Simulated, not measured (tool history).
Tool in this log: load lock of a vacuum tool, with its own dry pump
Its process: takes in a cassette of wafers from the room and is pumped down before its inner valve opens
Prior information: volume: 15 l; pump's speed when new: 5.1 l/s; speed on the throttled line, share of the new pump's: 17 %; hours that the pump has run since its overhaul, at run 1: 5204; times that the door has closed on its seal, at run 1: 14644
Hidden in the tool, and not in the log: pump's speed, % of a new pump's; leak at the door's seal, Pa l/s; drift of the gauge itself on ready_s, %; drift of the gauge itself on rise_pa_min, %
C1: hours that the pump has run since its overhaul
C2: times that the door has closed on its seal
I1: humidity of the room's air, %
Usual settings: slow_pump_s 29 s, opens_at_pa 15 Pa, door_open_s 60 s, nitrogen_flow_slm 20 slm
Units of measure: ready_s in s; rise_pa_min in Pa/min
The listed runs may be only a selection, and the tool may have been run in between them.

Run 1, hour 0.0: usual settings; C1 5204; C2 14644; I1 50.7. Result: ready_s 51.3 s, rise_pa_min 0.047 Pa/min.
Run 2, hour 81.9: usual settings but opens_at_pa 21 Pa; C1 5286; C2 14912; I1 45.0. Result: ready_s 49.8 s, rise_pa_min 0.054 Pa/min.
Run 3, hour 154.9: usual settings but opens_at_pa 21 Pa; C1 5359; C2 15152; I1 46.7. Result: ready_s 49.9 s, rise_pa_min 0.055 Pa/min.
Run 4, hour 262.2: usual settings; C1 5466; C2 15503; I1 44.6. Result: ready_s 51.5 s, rise_pa_min 0.050 Pa/min.
Run 5, hour 352.7: usual settings but slow_pump_s 25 s; C1 5557; C2 15800; I1 43.3. Result: ready_s 48.0 s, rise_pa_min 0.058 Pa/min.
Run 6, hour 427.4: usual settings but slow_pump_s 48 s; C1 5631; C2 16045; I1 47.3. Result: ready_s 67.8 s, rise_pa_min 0.055 Pa/min.
Run 7, hour 515.2: usual settings but door_open_s 168 s; C1 5719; C2 16332; I1 44.0. Result: ready_s 51.1 s, rise_pa_min 0.063 Pa/min.
Run 8, hour 593.8: usual settings but door_open_s 168 s; C1 5798; C2 16590; I1 43.8. Result: ready_s 51.3 s, rise_pa_min 0.069 Pa/min.
Run 9, hour 665.6: usual settings but door_open_s 168 s; C1 5869; C2 16825; I1 45.0. Result: ready_s 51.5 s, rise_pa_min 0.069 Pa/min.
Run 10, hour 720.7: usual settings but door_open_s 168 s; C1 5925; C2 17005; I1 50.5. Result: ready_s 51.5 s, rise_pa_min 0.069 Pa/min.
Run 11, hour 782.0: usual settings; C1 5986; C2 17206; I1 45.8. Result: ready_s 51.5 s, rise_pa_min 0.056 Pa/min.
Run 12, hour 894.4: usual settings; C1 6098; C2 17575; I1 46.3. Result: ready_s 51.8 s, rise_pa_min 0.059 Pa/min.
Run 13, hour 997.6: usual settings but opens_at_pa 18 Pa; C1 6201; C2 17913; I1 44.4. Result: ready_s 51.3 s, rise_pa_min 0.060 Pa/min.
Run 14, hour 1050.7: usual settings but opens_at_pa 18 Pa, door_open_s 76 s; C1 6255; C2 18087; I1 43.0. Result: ready_s 50.3 s, rise_pa_min 0.061 Pa/min.
Run 15, hour 1137.4: usual settings but slow_pump_s 19 s, opens_at_pa 25 Pa, door_open_s 76 s; C1 6341; C2 18371; I1 43.5. Result: ready_s 40.8 s, rise_pa_min 0.066 Pa/min.
Run 16, hour 1229.1: usual settings but opens_at_pa 18 Pa, door_open_s 41 s; C1 6433; C2 18671; I1 42.6. Result: ready_s 50.6 s, rise_pa_min 0.064 Pa/min.
Run 17, hour 1308.8: usual settings but opens_at_pa 12 Pa, door_open_s 41 s; C1 6513; C2 18932; I1 45.1. Result: ready_s 52.3 s, rise_pa_min 0.065 Pa/min.
Run 18, hour 1412.9: usual settings but slow_pump_s 36 s, opens_at_pa 13 Pa, nitrogen_flow_slm 15 slm; C1 6617; C2 19273; I1 44.9. Result: ready_s 57.9 s, rise_pa_min 0.065 Pa/min.
Run 19, hour 1524.7: usual settings but slow_pump_s 36 s, opens_at_pa 13 Pa, nitrogen_flow_slm 15 slm; C1 6729; C2 19640; I1 46.3. Result: ready_s 58.2 s, rise_pa_min 0.067 Pa/min.
Run 20, hour 1574.2: usual settings but door_open_s 89 s, nitrogen_flow_slm 4 slm; C1 6778; C2 19802; I1 48.0. Result: ready_s 51.9 s, rise_pa_min 0.089 Pa/min.
Run 21, hour 1648.4: usual settings; C1 6852; C2 20045; I1 44.2. Result: ready_s 51.7 s, rise_pa_min 0.070 Pa/min.
Run 22, hour 1739.4: usual settings; C1 6943; C2 20343; I1 43.4. Result: ready_s 51.5 s, rise_pa_min 0.065 Pa/min.
Run 23, hour 1815.6: usual settings; C1 7019; C2 20593; I1 47.6. Result: ready_s 51.7 s, rise_pa_min 0.066 Pa/min.
Run 24, hour 1889.1: usual settings but slow_pump_s 37 s, opens_at_pa 29 Pa, door_open_s 33 s, nitrogen_flow_slm 6 slm; C1 7093; C2 20833; I1 50.5. Result: ready_s 56.1 s, rise_pa_min 0.081 Pa/min.
Run 25, hour 1953.1: usual settings but slow_pump_s 23 s, opens_at_pa 29 Pa, door_open_s 72 s, nitrogen_flow_slm 6 slm; C1 7157; C2 21043; I1 44.0. Result: ready_s 44.8 s, rise_pa_min 0.083 Pa/min.
Run 26, hour 2035.3: usual settings but slow_pump_s 53 s, door_open_s 58 s, nitrogen_flow_slm 15 slm; C1 7239; C2 21312; I1 41.3. Result: ready_s 71.4 s, rise_pa_min 0.073 Pa/min.

A few steps of ready_s between consecutive runs. Split each: what settings, incoming material and random variation would produce without the hidden state, and what is left over for the hidden state, along with gauge scatter present in only one of the two compared results (measured, and without hidden state):
Run 5 -> 6: slow_pump_s 25 -> 48. ready_s +19.8 s: hidden state -0.2, all else +20.0.
Run 6 -> 7: slow_pump_s 48 -> 29, door_open_s 60 -> 168. ready_s -16.7 s: hidden state +0.3, all else -17.0.
Run 25 -> 26: slow_pump_s 23 -> 53, opens_at_pa 29 -> 15, door_open_s 72 -> 58, nitrogen_flow_slm 6 -> 15. ready_s +26.6 s: hidden state -0.1, all else +26.7.

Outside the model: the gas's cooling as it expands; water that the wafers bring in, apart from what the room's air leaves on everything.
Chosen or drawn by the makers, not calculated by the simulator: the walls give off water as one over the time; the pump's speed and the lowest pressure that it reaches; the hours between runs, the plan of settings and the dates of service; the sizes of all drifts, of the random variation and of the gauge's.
